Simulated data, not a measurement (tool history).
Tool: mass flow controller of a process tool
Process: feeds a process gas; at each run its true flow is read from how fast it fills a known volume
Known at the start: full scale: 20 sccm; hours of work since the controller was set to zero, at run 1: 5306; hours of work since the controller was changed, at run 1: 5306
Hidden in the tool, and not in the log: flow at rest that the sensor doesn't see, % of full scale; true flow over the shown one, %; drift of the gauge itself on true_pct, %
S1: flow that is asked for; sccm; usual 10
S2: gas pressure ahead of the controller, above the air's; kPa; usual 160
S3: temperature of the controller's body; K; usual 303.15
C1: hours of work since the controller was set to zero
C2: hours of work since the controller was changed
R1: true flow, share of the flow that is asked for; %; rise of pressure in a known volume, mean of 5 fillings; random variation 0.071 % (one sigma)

run,hour,S1,S2,S3,C1,C2,R1
1,0.0,10,160,303.15,5306,5306,103.54
2,87.4,10,160,303.15,5346,5346,103.59
3,160.2,10,160,303.15,5379,5379,103.53
4,229.6,10,160,303.15,5411,5411,103.62
5,290.3,10,160,303.15,5438,5438,103.81
6,354.2,10,209,303.15,5468,5468,103.63
7,424.7,10,209,303.15,5500,5500,103.75
8,496.0,10,209,303.15,5532,5532,103.78
9,548.9,10,160,303.15,5557,5557,103.80
10,599.5,10,160,303.15,5580,5580,103.88
11,644.7,10,160,303.15,5600,5600,103.85
12,739.6,10,160,303.15,5644,5644,103.86
13,828.6,10,160,303.15,5684,5684,103.81
14,905.1,10,160,303.15,5719,5719,103.79
# hour 969.2: controller exchanged for a calibrated one
15,981.9,10,160,303.15,6,6,99.94
16,1041.2,10,160,303.15,33,33,99.98
17,1112.8,10,160,303.15,66,66,100.02
18,1167.5,10,160,303.15,91,91,99.94
19,1215.1,10,160,303.15,112,112,99.95
20,1307.9,10,160,303.15,155,155,99.94
21,1372.6,10,160,303.15,184,184,100.10
22,1458.7,10,160,303.15,224,224,100.07
23,1502.0,10,160,310.15,244,244,100.51
24,1550.3,10,160,310.15,266,266,100.64
25,1616.5,16,160,303.15,296,296,100.24
26,1698.9,10,177,303.15,334,334,100.03
27,1754.9,4,186,293.15,359,359,99.39
28,1796.9,6,216,303.15,378,378,99.95
29,1866.1,4,216,303.15,410,410,99.92
30,1935.6,10,265,307.15,442,442,100.25
31,2037.0,6,196,305.15,488,488,100.23
32,2088.6,6,196,305.15,512,512,100.19
33,2138.7,4,160,303.15,535,535,100.28
34,2215.1,4,160,303.15,570,570,100.36
35,2261.0,14,196,294.15,591,591,99.79
36,2329.6,10,160,302.15,622,622,100.15
37,2381.4,10,160,302.15,646,646,100.24
38,2451.2,15,160,303.15,678,678,100.49
39,2508.0,2,160,303.15,704,704,101.20
40,2562.5,10,160,295.15,728,728,99.86
41,2665.8,4,170,301.15,776,776,100.42
42,2717.5,10,160,307.15,799,799,100.79
43,2811.0,10,145,295.15,842,842,99.96
44,2904.9,6,263,306.15,885,885,100.76
45,3003.1,12,236,296.15,930,930,100.07
46,3075.4,10,160,305.15,963,963,100.57
47,3160.6,3,262,303.15,1002,1002,101.01
48,3251.7,7,160,303.15,1044,1044,100.69

3 ways to go on from here, each from the tool as it stands after run 48. What would each give?
A,3314.3,10,216,303.15,1072,1072,?
B,3314.3,10,160,303.15,1072,1072,?
C,3314.3,10,153,303.15,1072,1072,?

run,R1
A,100.47
B,100.76
C,100.78
Without the tool's hidden state the same runs would have given:
run,R1
A,99.71
B,99.99
C,100.01
